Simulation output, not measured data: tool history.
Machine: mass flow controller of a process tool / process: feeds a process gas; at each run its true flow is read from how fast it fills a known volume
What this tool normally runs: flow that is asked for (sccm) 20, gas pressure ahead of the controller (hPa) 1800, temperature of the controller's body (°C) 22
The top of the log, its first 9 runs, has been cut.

| run | hour | flow that is asked for (sccm) | gas pressure ahead of the controller (hPa) | temperature of the controller's body (°C) | hours of work since the controller was set to zero | hours of work since the controller was changed | true flow (%) |
|---|---|---|---|---|---|---|---|
| 10 | 3068.8 | 20 | 1800 | 25 | 6501 | 6501 | 98.27 |
| 11 | 3447.9 | 20 | 1800 | 21 | 6633 | 6633 | 97.9 |
| 12 | 3833.8 | 20 | 1800 | 21 | 6767 | 6767 | 97.94 |
| 13 | 4178.9 | 20 | 1800 | 21 | 6886 | 6886 | 97.63 |
| 14 | 4445 | 20 | 1520 | 21 | 6979 | 6979 | 97.67 |
|  | 4560.2 | controller's zero set anew |
| 15 | 4678.8 | 20 | 2510 | 21 | 41 | 7059 | 97.01 |
| 16 | 5122.7 | 20 | 2510 | 21 | 195 | 7213 | 96.93 |
|  | 5233.4 | gauge calibrated |
| 17 | 5321.2 | 25 | 2760 | 21 | 264 | 7282 | 98.59 |
| 18 | 5726 | 18 | 1510 | 22 | 404 | 7423 | 99.22 |
| 19 | 6151.4 | 20 | 1800 | 38 | 552 | 7570 | 99.45 |
| 20 | 6444.7 | 8 | 1520 | 24 | 654 | 7672 | 98.98 |
| 21 | 6714.1 | 20 | 2090 | 31 | 747 | 7765 | 98.79 |
| 22 | 7091 | 20 | 1900 | 31 | 878 | 7896 | 98.81 |
| 23 | 7431.9 | 43 | 1660 | 21 | 996 | 8014 | 99.07 |
| 24 | 7776.5 | 7 | 1670 | 23 | 1116 | 8134 | 98.17 |
| 25 | 8199.7 | 14 | 1800 | 25 | 1262 | 8281 | 98.26 |
| 26 | 8459.3 | 11 | 2350 | 23 | 1352 | 8371 | 97.56 |
| 27 | 8658.8 | 23 | 1800 | 20 | 1422 | 8440 | 97.88 |
| 28 | 8884.6 | 16 | 1800 | 20 | 1500 | 8518 | 97.81 |
| 29 | 9176.2 | 40 | 2450 | 32 | 1601 | 8619 | 98.06 |
|  | 9589.7 | gauge calibrated |
| 30 | 9609.1 | 19 | 2450 | 32 | 1751 | 8770 | 99.21 |
| 31 | 9897.4 | 19 | 2450 | 32 | 1851 | 8870 | 99.14 |
| 32 | 10185.3 | 12 | 1420 | 32 | 1951 | 8969 | 99.55 |

Below are 3 alternative next runs, each starting from the tool's condition after run 32. Predict each:
| A | 10518.2 | 35 | 2350 | 38 | 2067 | 9085 | ? |
| B | 10518.2 | 12 | 1770 | 32 | 2067 | 9085 | ? |
| C | 10518.2 | 20 | 2740 | 23 | 2067 | 9085 | ? |

| run | true flow (%) |
|---|---|
| A | 99.52 |
| B | 99.14 |
| C | 98.44 |
The same runs, with their run-to-run variation unchanged, on a tool lacking any hidden condition would have given:
| run | true flow (%) |
|---|---|
| A | 99.9 |
| B | 99.51 |
| C | 98.81 |
